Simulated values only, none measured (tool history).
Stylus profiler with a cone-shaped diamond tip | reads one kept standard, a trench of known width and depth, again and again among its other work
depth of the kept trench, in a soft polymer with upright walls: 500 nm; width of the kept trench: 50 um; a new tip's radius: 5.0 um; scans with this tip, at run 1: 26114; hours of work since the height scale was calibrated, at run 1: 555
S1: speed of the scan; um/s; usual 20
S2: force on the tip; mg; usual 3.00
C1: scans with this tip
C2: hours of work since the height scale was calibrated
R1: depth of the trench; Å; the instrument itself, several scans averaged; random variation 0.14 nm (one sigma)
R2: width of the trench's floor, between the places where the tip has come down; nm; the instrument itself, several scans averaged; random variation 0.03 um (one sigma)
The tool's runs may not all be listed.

Run 1, day 0.000: usual settings; C1 26114; C2 555. Result: R1 5097.7 Å, R2 42990 nm.
Run 2, day 3.492: usual settings but S1 70 um/s; C1 26765; C2 602. Result: R1 5100.7 Å, R2 42790 nm.
Run 3, day 6.433: usual settings; C1 27313; C2 641. Result: R1 5098.1 Å, R2 42910 nm.
Run 4, day 9.396: usual settings but S1 27 um/s; C1 27866; C2 681. Result: R1 5098.5 Å, R2 42890 nm.
Run 5, day 14.683: usual settings but S1 27 um/s; C1 28852; C2 751. Result: R1 5102.1 Å, R2 42740 nm.
Run 6, day 19.258: usual settings but S1 27 um/s; C1 29705; C2 812. Result: R1 5099.8 Å, R2 42640 nm.
Run 7, day 21.888: usual settings but S1 27 um/s; C1 30195; C2 847. Result: R1 5100.7 Å, R2 42620 nm.
Run 8, day 25.358: usual settings but S1 27 um/s; C1 30843; C2 894. Result: R1 5100.1 Å, R2 42600 nm.
Run 9, day 29.812: usual settings; C1 31674; C2 953. Result: R1 5101.2 Å, R2 42540 nm.
Run 10, day 33.421: usual settings but S1 68 um/s; C1 32346; C2 1001. Result: R1 5098.8 Å, R2 42290 nm.
Run 11, day 36.325: usual settings; C1 32888; C2 1040. Result: R1 5104.1 Å, R2 42430 nm.
Run 12, day 40.725: usual settings; C1 33709; C2 1099. Result: R1 5102.8 Å, R2 42380 nm.
At day 41.200: height scale calibrated on a step standard.
Run 13, day 43.375: usual settings; C1 34199; C2 29. Result: R1 5108.4 Å, R2 42340 nm.
Run 14, day 45.821: usual settings but S2 1.77 mg; C1 34655; C2 62. Result: R1 5082.0 Å, R2 42290 nm.
Run 15, day 49.854: usual settings but S1 77 um/s; C1 35407; C2 116. Result: R1 5109.7 Å, R2 42080 nm.
Run 16, day 52.188: usual settings but S1 77 um/s; C1 35843; C2 147. Result: R1 5110.9 Å, R2 42010 nm.
Run 17, day 55.462: usual settings but S1 77 um/s; C1 36453; C2 191. Result: R1 5112.2 Å, R2 41960 nm.
Run 18, day 58.071: usual settings; C1 36940; C2 225. Result: R1 5111.6 Å, R2 42100 nm.
At day 58.967: new tip fitted, height scale calibrated.
At day 59.988: height scale calibrated on a step standard, once more.
Run 19, day 62.383: usual settings; C1 634; C2 32. Result: R1 5092.6 Å, R2 45440 nm.
Run 20, day 65.542: usual settings; C1 1223; C2 74. Result: R1 5090.8 Å, R2 45360 nm.
Run 21, day 68.279: usual settings but S2 2.28 mg; C1 1733; C2 111. Result: R1 5076.7 Å, R2 45270 nm.
Run 22, day 72.396: usual settings but S2 4.49 mg; C1 2501; C2 166. Result: R1 5124.8 Å, R2 45260 nm.
Run 23, day 76.138: usual settings but S1 18 um/s; C1 3198; C2 216. Result: R1 5095.4 Å, R2 45060 nm.
Run 24, day 80.696: usual settings but S1 46 um/s, S2 4.51 mg; C1 4049; C2 277. Result: R1 5125.3 Å, R2 44920 nm.
Run 25, day 85.921: usual settings but S1 46 um/s, S2 4.51 mg; C1 5023; C2 346. Result: R1 5124.9 Å, R2 44860 nm.
Run 26, day 88.258: usual settings but S1 46 um/s, S2 4.51 mg; C1 5459; C2 378. Result: R1 5124.3 Å, R2 44730 nm.
Run 27, day 91.608: usual settings but S1 8 um/s, S2 4.37 mg; C1 6084; C2 422. Result: R1 5123.3 Å, R2 44770 nm.
Run 28, day 95.300: usual settings but S1 8 um/s, S2 4.37 mg; C1 6772; C2 472. Result: R1 5124.8 Å, R2 44630 nm.
Run 29, day 100.496: usual settings but S1 8 um/s, S2 4.37 mg; C1 7741; C2 541. Result: R1 5123.3 Å, R2 44650 nm.
Run 30, day 103.392: usual settings but S1 8 um/s, S2 4.37 mg; C1 8281; C2 580. Result: R1 5123.5 Å, R2 44560 nm.
Run 31, day 105.850: usual settings but S1 8 um/s, S2 4.37 mg; C1 8739; C2 613. Result: R1 5124.4 Å, R2 44470 nm.
Run 32, day 109.783: usual settings but S1 18 um/s, S2 1.88 mg; C1 9473; C2 665. Result: R1 5075.4 Å, R2 44380 nm.
Run 33, day 112.204: usual settings but S1 6 um/s, S2 4.02 mg; C1 9925; C2 697. Result: R1 5120.0 Å, R2 44410 nm.
Run 34, day 115.200: usual settings but S1 18 um/s, S2 5.21 mg; C1 10483; C2 737. Result: R1 5142.9 Å, R2 44300 nm.
Run 35, day 117.454: usual settings but S1 76 um/s, S2 7.05 mg; C1 10903; C2 768. Result: R1 5171.4 Å, R2 44040 nm.
Run 36, day 121.546: usual settings but S1 52 um/s, S2 2.66 mg; C1 11667; C2 822. Result: R1 5089.4 Å, R2 44020 nm.
Run 37, day 126.004: usual settings but S1 56 um/s, S2 2.66 mg; C1 12498; C2 882. Result: R1 5093.5 Å, R2 43910 nm.
Run 38, day 128.396: usual settings but S1 6 um/s, S2 3.44 mg; C1 12944; C2 914. Result: R1 5110.8 Å, R2 44100 nm.
Run 39, day 133.275: usual settings but S1 22 um/s, S2 6.13 mg; C1 13854; C2 979. Result: R1 5159.2 Å, R2 43910 nm.
Run 40, day 135.638: usual settings but S1 22 um/s, S2 6.13 mg; C1 14295; C2 1011. Result: R1 5160.3 Å, R2 43910 nm.
Run 41, day 139.333: usual settings but S1 37 um/s, S2 3.73 mg; C1 14984; C2 1060. Result: R1 5119.5 Å, R2 43790 nm.
Run 42, day 142.821: usual settings but S1 25 um/s, S2 1.46 mg; C1 15634; C2 1106. Result: R1 5067.8 Å, R2 43690 nm.
Run 43, day 145.629: usual settings but S1 25 um/s, S2 1.46 mg; C1 16158; C2 1144. Result: R1 5068.2 Å, R2 43670 nm.
Run 44, day 148.092: usual settings but S1 21 um/s; C1 16617; C2 1177. Result: R1 5105.0 Å, R2 43650 nm.
Run 45, day 150.792: usual settings but S1 29 um/s, S2 4.78 mg; C1 17121; C2 1213. Result: R1 5139.6 Å, R2 43660 nm.
Run 46, day 156.017: usual settings but S1 29 um/s, S2 4.78 mg; C1 18095; C2 1283. Result: R1 5138.1 Å, R2 43460 nm.

Forecast each of these 4 alternatives for the next run:
At day 158.438: height scale calibrated on a step standard.
Run A, day 159.704: usual settings but S1 8 um/s, S2 1.02 mg; C1 18779; C2 17. Result: R1 ?, R2 ?.
At day 158.438: height scale calibrated on a step standard.
Run B, day 159.704: usual settings but S1 9 um/s, S2 1.20 mg; C1 18779; C2 17. Result: R1 ?, R2 ?.
At day 158.438: height scale calibrated on a step standard.
Run C, day 159.704: usual settings but S1 7 um/s, S2 3.51 mg; C1 18779; C2 17. Result: R1 ?, R2 ?.
At day 158.438: height scale calibrated on a step standard.
Run D, day 159.704: usual settings but S1 26 um/s, S2 4.21 mg; C1 18779; C2 17. Result: R1 ?, R2 ?.

run      R1     R2
  A  5042.6  43490
  B  5051.0  43500
  C  5100.5  43500
  D  5115.6  43420
Without the tool's hidden state the same runs would have given:
run      R1     R2
  A  5043.2  45610
  B  5051.6  45610
  C  5101.1  45620
  D  5116.2  45530

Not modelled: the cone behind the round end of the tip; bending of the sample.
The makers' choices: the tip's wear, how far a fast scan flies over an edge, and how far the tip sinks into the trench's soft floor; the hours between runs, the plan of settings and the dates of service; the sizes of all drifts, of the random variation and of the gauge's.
